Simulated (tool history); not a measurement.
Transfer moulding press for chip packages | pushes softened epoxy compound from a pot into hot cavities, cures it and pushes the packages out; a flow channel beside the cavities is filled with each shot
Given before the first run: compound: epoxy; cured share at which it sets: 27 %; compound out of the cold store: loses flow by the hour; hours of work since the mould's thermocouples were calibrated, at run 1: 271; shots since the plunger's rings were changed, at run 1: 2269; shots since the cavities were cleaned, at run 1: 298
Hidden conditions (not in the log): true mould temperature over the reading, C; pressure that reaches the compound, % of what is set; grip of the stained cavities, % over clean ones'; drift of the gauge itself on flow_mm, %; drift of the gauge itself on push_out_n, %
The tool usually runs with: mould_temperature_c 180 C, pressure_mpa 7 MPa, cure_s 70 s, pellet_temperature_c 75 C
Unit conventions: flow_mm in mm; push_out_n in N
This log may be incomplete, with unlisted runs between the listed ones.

run,hour,mould_temperature_c,pressure_mpa,cure_s,pellet_temperature_c,hours of work since the mould's thermocouples were calibrated,shots since the plunger's rings were changed,shots since the cavities were cleaned,incoming compound's hours out of the cold store,flow_mm,push_out_n
1,0,180,7,70,75,271,2269,298,27.8,563,757
2,8.3,180,7,70,75,278,2415,444,32.1,556,799
3,18.5,187,7,70,75,285,2593,622,37.9,534,686
4,32,180,7.63,70,75,296,2830,859,36.6,575,879
# hour 34.3: cavities cleaned with cleaning compound and waxed
5,43.4,180,7,70,70,303,3004,161,38.8,548,981
6,53.5,182,5.48,109,67,311,3180,337,38.2,479,792

For run 7, what comes out?
# hour 61.5: plunger's sealing rings changed
7,67,180,7,55,82,320,95,529,30.1,?,?

{"run 7": {"flow_mm": 576, "push_out_n": 1615}}
Without the tool's hidden state the same run would have given flow_mm 578 mm, push_out_n 968 N.
